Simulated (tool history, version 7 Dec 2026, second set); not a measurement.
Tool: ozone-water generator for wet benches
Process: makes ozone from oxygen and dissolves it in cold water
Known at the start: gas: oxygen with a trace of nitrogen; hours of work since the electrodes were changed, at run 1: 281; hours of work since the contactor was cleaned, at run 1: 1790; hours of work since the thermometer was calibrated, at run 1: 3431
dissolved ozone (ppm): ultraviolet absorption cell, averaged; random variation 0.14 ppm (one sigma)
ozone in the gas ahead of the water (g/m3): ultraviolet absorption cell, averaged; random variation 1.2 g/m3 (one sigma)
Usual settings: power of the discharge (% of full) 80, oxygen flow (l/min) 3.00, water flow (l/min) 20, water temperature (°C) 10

run    hour  power of the discharge (% of full)  oxygen flow (l/min)  water flow (l/min)  water temperature (°C)  hours of work since the electrodes were changed  hours of work since the contactor was cleaned  hours of work since the thermometer was calibrated  dissolved ozone (ppm)  ozone in the gas ahead of the water (g/m3)
  1     0.0                                  80                 3.00                  20                      10                                              281                                           1790                                                3431                   16.3                                       213.1
  2    51.0                                  80                 3.00                  20                      10                                              318                                           1826                                                3468                   16.1                                       213.5
  3   137.3                                  80                 3.00                  20                      10                                              379                                           1887                                                3529                   16.3                                       212.9
  4   213.1                                  80                 3.00                  20                      10                                              433                                           1941                                                3582                   16.2                                       213.4
  5   316.5                                  80                 3.00                  20                      10                                              506                                           2014                                                3656                   16.3                                       213.3
  6   376.0                                  80                 4.12                  20                      10                                              548                                           2056                                                3698                   18.1                                       192.4
  7   467.0                                  80                 4.12                  20                      10                                              613                                           2121                                                3763                   18.1                                       189.8
  8   555.5                                  43                 4.88                  20                      10                                              675                                           2184                                                3825                   12.9                                       121.6
  9   607.1                                  43                 4.88                  20                      10                                              712                                           2220                                                3862                   13.0                                       122.9
 10   679.0                                  43                 4.88                  28                      11                                              763                                           2271                                                3913                    9.6                                       123.2
 11   795.2                                  43                 4.88                  28                      11                                              845                                           2354                                                3995                    9.6                                       120.7
 12   854.2                                  43                 2.64                  30                       9                                              887                                           2395                                                4037                    7.2                                       151.0
 13   951.3                                  96                 1.66                  12                      10                                              956                                           2464                                                4106                   22.9                                       292.6
 14  1058.2                                  45                 3.00                  17                      10                                             1032                                           2540                                                4182                   13.1                                       147.2

Forecast each of these 5 alternatives for the next run:
  A  1136.3                                  45                 1.97                  17                      12                                             1087                                           2595                                                4237                      ?                                           ?
  B  1136.3                                  45                 3.47                  23                      10                                             1087                                           2595                                                4237                      ?                                           ?
  C  1136.3                                  80                 3.00                  13                      10                                             1087                                           2595                                                4237                      ?                                           ?
  D  1136.3                                  67                 3.00                  17                      11                                             1087                                           2595                                                4237                      ?                                           ?
  E  1136.3                                  45                 3.00                  17                      10                                             1087                                           2595                                                4237                      ?                                           ?

run  dissolved ozone (ppm)  ozone in the gas ahead of the water (g/m3)
  A                   10.8                                       171.3
  B                   10.6                                       141.1
  C                   23.5                                       214.2
  D                   16.6                                       189.7
  E                   12.7                                       148.1
Without the tool's hidden state the same runs would have given:
run  dissolved ozone (ppm)  ozone in the gas ahead of the water (g/m3)
  A                   10.8                                       171.4
  B                   10.6                                       141.1
  C                   23.5                                       214.3
  D                   16.6                                       189.8
  E                   12.7                                       148.1
